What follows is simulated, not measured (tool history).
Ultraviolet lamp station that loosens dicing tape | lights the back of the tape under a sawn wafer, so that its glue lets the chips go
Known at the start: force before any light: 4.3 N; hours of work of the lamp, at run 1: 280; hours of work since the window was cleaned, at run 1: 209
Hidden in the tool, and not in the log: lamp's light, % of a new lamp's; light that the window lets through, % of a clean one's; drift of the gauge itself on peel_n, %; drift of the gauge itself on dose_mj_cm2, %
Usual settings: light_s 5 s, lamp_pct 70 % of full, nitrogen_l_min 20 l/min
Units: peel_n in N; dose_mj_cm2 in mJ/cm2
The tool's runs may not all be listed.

| run | day | light_s | lamp_pct | nitrogen_l_min | hours of work of the lamp | hours of work since the window was cleaned | peel_n | dose_mj_cm2 |
|---|---|---|---|---|---|---|---|---|
| 1 | 0 | 5 | 70 | 20 | 280 | 209 | 0.543 | 316 |
| 2 | 0.229 | 5 | 70 | 20 | 284 | 212 | 0.542 | 313 |
| 3 | 0.612 | 5 | 70 | 20 | 290 | 219 | 0.525 | 310 |
| 4 | 0.808 | 2 | 70 | 20 | 293 | 222 | 1.767 | 125 |
| 5 | 1.258 | 2 | 70 | 20 | 300 | 229 | 1.823 | 117 |
| 6 | 1.717 | 2 | 70 | 20 | 307 | 236 | 1.796 | 122 |
|  | 1.779 | window cleaned of glue's vapour |
| 7 | 1.933 | 4 | 70 | 20 | 310 | 2 | 1.008 | 208 |
| 8 | 2.162 | 4 | 72 | 18 | 314 | 6 | 0.977 | 215 |
| 9 | 2.462 | 7 | 64 | 6 | 319 | 11 | 0.785 | 336 |
| 10 | 2.775 | 5 | 60 | 7 | 324 | 16 | 1.287 | 222 |
| 11 | 3.138 | 5 | 60 | 7 | 329 | 21 | 1.32 | 220 |

The next listed run, before its measurement:
| 12 | 3.558 | 6 | 74 | 31 | 336 | 28 | ? | ? |

peel_n: 0.459 N
dose_mj_cm2: 326 mJ/cm2
Without the tool's hidden state the same run would have given peel_n 0.223 N, dose_mj_cm2 502 mJ/cm2.
